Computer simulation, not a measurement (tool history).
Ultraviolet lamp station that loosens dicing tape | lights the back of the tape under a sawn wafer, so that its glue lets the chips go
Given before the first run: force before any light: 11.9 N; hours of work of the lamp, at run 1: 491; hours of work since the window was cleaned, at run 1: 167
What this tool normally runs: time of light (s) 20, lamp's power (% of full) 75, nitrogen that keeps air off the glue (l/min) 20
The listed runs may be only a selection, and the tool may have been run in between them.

run	hour	time of light (s)	lamp's power (% of full)	nitrogen that keeps air off the glue (l/min)	hours of work of the lamp	hours of work since the window was cleaned	force that peels the tape off (N)	light that reached the tape (mJ/cm2)
1	0.0	20	75	20	491	167	0.897	375
2	13.1	20	75	20	499	175	0.895	372
3	30.2	20	75	20	510	186	0.901	372
4	47.2	13	75	20	520	196	2.142	241
5	59.5	13	75	20	528	204	2.093	239
6	76.6	20	87	20	538	215	0.673	431
7	87.1	20	87	20	545	221	0.721	421
# hour 93.4: window cleaned of glue's vapour
8	96.2	20	75	20	550	2	0.768	403
9	110.1	20	75	20	559	10	0.818	400
10	124.3	20	75	20	568	19	0.822	399
11	133.4	20	75	20	573	25	0.821	396
12	144.4	20	75	32	580	32	0.663	400
13	159.6	20	75	35	590	41	0.657	389
14	176.1	33	75	35	600	51	0.273	644
15	193.3	20	69	20	610	62	0.997	360
16	209.8	20	75	17	621	72	0.945	383
17	220.3	20	75	17	627	79	0.911	383
18	229.9	33	75	39	633	85	0.265	634
19	241.0	33	75	39	640	91	0.267	625
20	251.1	33	75	39	646	98	0.263	622
21	270.8	11	75	20	658	110	2.753	209
22	284.0	11	75	14	667	118	2.977	206
23	296.3	11	75	26	674	126	2.583	204
24	314.5	11	75	26	685	137	2.500	201
25	331.5	18	75	35	696	147	0.979	333
26	352.4	20	89	20	709	160	0.663	429
27	371.5	20	89	20	721	172	0.688	427
28	383.1	20	75	26	728	179	0.903	356
29	398.2	31	75	7	737	189	0.684	554
30	410.6	27	100	27	745	196	0.274	642
31	429.9	20	75	10	757	208	1.500	353
32	443.2	20	75	10	765	217	1.437	350
# hour 457.4: window cleaned of glue's vapour
33	464.7	14	96	14	778	5	1.224	343
34	478.9	14	96	14	787	13	1.345	339

How would selected steps in force that peels the tape off (N) from run to run divide? Give the signed amount a tool lacking its hidden state would still show from settings, what came in and random variation, and the signed amount left for the hidden state, including any gauge scatter that is not in both of the compared results.
Unlogged tool condition in this case: lamp's light, % of a new lamp's; light that the window lets through, % of a clean one's; drift of the gauge itself on peel_n, %; drift of the gauge itself on dose_mj_cm2, %.
Run 5 -> 6: time of light (s) 13 -> 20, lamp's power (% of full) 75 -> 87. force that peels the tape off (N) -1.420: hidden state -0.374, all else -1.046.
Run 20 -> 21: time of light (s) 33 -> 11, nitrogen that keeps air off the glue (l/min) 39 -> 20. force that peels the tape off (N) +2.490: hidden state +0.644, all else +1.846.
Run 24 -> 25: time of light (s) 11 -> 18, nitrogen that keeps air off the glue (l/min) 26 -> 35. force that peels the tape off (N) -1.521: hidden state -0.331, all else -1.190.
Run 30 -> 31: time of light (s) 27 -> 20, lamp's power (% of full) 100 -> 75, nitrogen that keeps air off the glue (l/min) 27 -> 10. force that peels the tape off (N) +1.226: hidden state +0.542, all else +0.684.
